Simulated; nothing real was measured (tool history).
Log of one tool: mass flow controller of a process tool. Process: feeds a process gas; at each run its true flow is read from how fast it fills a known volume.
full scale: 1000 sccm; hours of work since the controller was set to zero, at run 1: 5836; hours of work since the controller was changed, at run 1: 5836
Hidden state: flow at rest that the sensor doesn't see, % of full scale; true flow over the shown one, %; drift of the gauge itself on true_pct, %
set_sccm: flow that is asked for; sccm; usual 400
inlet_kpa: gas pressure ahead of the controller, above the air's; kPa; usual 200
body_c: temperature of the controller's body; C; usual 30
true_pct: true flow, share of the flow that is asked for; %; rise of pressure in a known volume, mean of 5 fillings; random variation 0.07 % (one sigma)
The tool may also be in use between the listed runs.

run    hour  set_sccm  inlet_kpa  body_c  hours of work since the controller was set to zero  hours of work since the controller was changed  true_pct
  1     0.0       400        200      30                                                5836                                            5836     99.19
  2   188.6       400        200      30                                                5945                                            5945     99.07
  3   395.4       400        200      30                                                6064                                            6064     99.25
  4   586.3       400        200      30                                                6174                                            6174     99.32
  5   772.3       400        200      30                                                6282                                            6282     99.15
  6   991.3       400        200      30                                                6408                                            6408     99.19
  7  1192.0       400        164      30                                                6523                                            6523     99.11
  8  1487.7       400        164      30                                                6694                                            6694     99.17
  9  1669.7       400        200      30                                                6799                                            6799     99.23
 10  1964.8       400        200      30                                                6969                                            6969     99.20
 11  2097.1       400        200      34                                                7045                                            7045     98.82
 12  2269.5       132        200      30                                                7145                                            7145     99.07
 13  2529.0       132        200      30                                                7294                                            7294     99.07
 14  2770.9       695        200      30                                                7434                                            7434     99.47
 15  2964.2       695        200      27                                                7545                                            7545     99.60
 16  3179.5       400        200      30                                                7669                                            7669     99.20
 17  3405.6       400        200      30                                                7800                                            7800     99.27
 18  3559.4       400        144      30                                                7888                                            7888     99.07
 19  3750.7       400        144      30                                                7999                                            7999     99.04
 20  4014.4       400        144      30                                                8151                                            8151     99.15
 21  4147.6       400        144      28                                                8227                                            8227     99.05
 22  4372.8       400        200      30                                                8357                                            8357     99.30
 23  4646.1       400        272      30                                                8515                                            8515     99.48
 24  4811.2       400        200      30                                                8610                                            8610     99.25
 25  4952.4       400        163      30                                                8691                                            8691     99.04
 26  5210.0       400        149      30                                                8840                                            8840     99.05
     5243.5  -- controller's zero set anew
 27  5431.0       115        200      22                                                 108                                            8967     99.63
 28  5612.0       204        259      23                                                 212                                            9071     99.92
 29  5933.9       204        259      23                                                 398                                            9257     99.88
 30  6207.9       204        259      23                                                 556                                            9415     99.87
 31  6460.2      1000        165      23                                                 701                                            9560    100.10
 32  6760.1       103        177      30                                                 874                                            9733     98.94
 33  6943.7       103        177      30                                                 980                                            9839     98.85
 34  7177.8       103        177      30                                                1115                                            9974     98.87
 35  7411.3       269        200      25                                                1250                                           10109     99.57
 36  7561.6       269        200      25                                                1336                                           10195     99.53
 37  7819.6       269        200      25                                                1485                                           10344     99.53
 38  8116.1       421        200      34                                                1656                                           10515     98.87
 39  8336.1       421        200      34                                                1783                                           10642     99.01
 40  8568.6       400        169      38                                                1917                                           10776     98.63
 41  8771.1       400        200      32                                                2034                                           10893     99.10
 42  9030.9       400        200      32                                                2184                                           11042     99.05
 43  9312.3       400        200      32                                                2346                                           11205     98.97

The next listed run, before its measurement:
 44  9533.6       400        235      30                                                2473                                           11332         ?

true_pct: 99.48 %
Without the tool's hidden state the same run would have given true_pct 99.48 %.

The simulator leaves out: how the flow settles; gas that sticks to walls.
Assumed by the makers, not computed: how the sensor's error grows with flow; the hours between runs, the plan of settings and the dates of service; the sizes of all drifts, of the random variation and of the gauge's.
